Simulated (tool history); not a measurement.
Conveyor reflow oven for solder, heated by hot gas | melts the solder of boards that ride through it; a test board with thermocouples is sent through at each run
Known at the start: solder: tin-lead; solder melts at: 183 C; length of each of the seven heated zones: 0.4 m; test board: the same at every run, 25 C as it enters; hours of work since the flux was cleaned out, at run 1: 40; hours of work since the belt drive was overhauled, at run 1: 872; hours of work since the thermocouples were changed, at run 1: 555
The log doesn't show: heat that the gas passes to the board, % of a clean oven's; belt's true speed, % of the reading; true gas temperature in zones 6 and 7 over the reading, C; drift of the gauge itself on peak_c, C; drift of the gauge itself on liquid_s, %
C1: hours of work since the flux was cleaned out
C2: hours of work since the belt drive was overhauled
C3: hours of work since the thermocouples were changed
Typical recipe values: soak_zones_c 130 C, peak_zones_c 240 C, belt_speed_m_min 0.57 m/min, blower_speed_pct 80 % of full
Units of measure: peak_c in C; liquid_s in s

Run 1, hour 0: usual settings; C1 40; C2 872; C3 555. Result: peak_c 228 C, liquid_s 67.7 s.
Run 2, hour 44.5: usual settings but belt_speed_m_min 0.548 m/min; C1 74; C2 906; C3 589. Result: peak_c 229 C, liquid_s 73.2 s.
Run 3, hour 80.1: usual settings but belt_speed_m_min 0.548 m/min; C1 101; C2 933; C3 616. Result: peak_c 228.9 C, liquid_s 72.5 s.
Run 4, hour 106.6: usual settings but belt_speed_m_min 0.548 m/min; C1 121; C2 954; C3 636. Result: peak_c 228.9 C, liquid_s 72.2 s.
Run 5, hour 150.5: usual settings but blower_speed_pct 59 % of full; C1 155; C2 987; C3 670. Result: peak_c 223.2 C, liquid_s 65.7 s.
At hour 166.7: belt drive overhauled, speed set with a stopwatch.
Run 6, hour 190.5: usual settings but blower_speed_pct 59 % of full; C1 182; C2 18; C3 697. Result: peak_c 222.8 C, liquid_s 64.8 s.
Run 7, hour 238.2: usual settings but soak_zones_c 118 C, blower_speed_pct 59 % of full; C1 219; C2 55; C3 734. Result: peak_c 221.8 C, liquid_s 60.6 s.
Run 8, hour 286.3: usual settings but soak_zones_c 118 C, blower_speed_pct 59 % of full; C1 255; C2 91; C3 771. Result: peak_c 222.1 C, liquid_s 60.4 s.
Run 9, hour 318.2: usual settings but soak_zones_c 118 C, blower_speed_pct 59 % of full; C1 280; C2 116; C3 795. Result: peak_c 222.1 C, liquid_s 59.8 s.
Run 10, hour 367.6: usual settings but soak_zones_c 118 C, belt_speed_m_min 0.464 m/min, blower_speed_pct 59 % of full; C1 318; C2 154; C3 833. Result: peak_c 228 C, liquid_s 81.7 s.
Run 11, hour 404: usual settings but soak_zones_c 118 C, belt_speed_m_min 0.464 m/min, blower_speed_pct 59 % of full; C1 345; C2 181; C3 861. Result: peak_c 228.9 C, liquid_s 81.8 s.
At hour 421.4: flux residue cleaned out of gas plates and filters.
Run 12, hour 456.8: usual settings but soak_zones_c 118 C, belt_speed_m_min 0.464 m/min, blower_speed_pct 59 % of full; C1 27; C2 218; C3 897. Result: peak_c 228.1 C, liquid_s 82.6 s.
Run 13, hour 483.3: usual settings but soak_zones_c 120 C, belt_speed_m_min 0.557 m/min, blower_speed_pct 61 % of full; C1 47; C2 238; C3 917. Result: peak_c 223 C, liquid_s 64.8 s.
Run 14, hour 516.8: usual settings but soak_zones_c 142 C, peak_zones_c 248 C, belt_speed_m_min 0.557 m/min, blower_speed_pct 61 % of full; C1 73; C2 264; C3 943. Result: peak_c 234.2 C, liquid_s 78 s.
Run 15, hour 544: usual settings but soak_zones_c 135 C, peak_zones_c 237 C, belt_speed_m_min 0.557 m/min, blower_speed_pct 61 % of full; C1 94; C2 285; C3 964. Result: peak_c 222.5 C, liquid_s 68.2 s.
Run 16, hour 585.4: usual settings but soak_zones_c 135 C, peak_zones_c 237 C, belt_speed_m_min 0.557 m/min, blower_speed_pct 51 % of full; C1 125; C2 316; C3 995. Result: peak_c 220.7 C, liquid_s 66.1 s.
Run 17, hour 634.5: usual settings but soak_zones_c 117 C; C1 163; C2 354; C3 1033. Result: peak_c 226.1 C, liquid_s 63.7 s.

How the hidden state differs across the entries between the runs, from the last listed run before each to the first after it:
Logged between run 5 and run 6: belt drive overhauled, speed set with a stopwatch (hour 166.7)
  heat that the gas passes to the board, % of a clean oven's: 99.8 -> 99.7; belt's true speed, % of the reading: 99.93 -> 99.99
Logged between run 11 and run 12: flux residue cleaned out of gas plates and filters (hour 421.4)
  heat that the gas passes to the board, % of a clean oven's: 99.5 -> 99.9
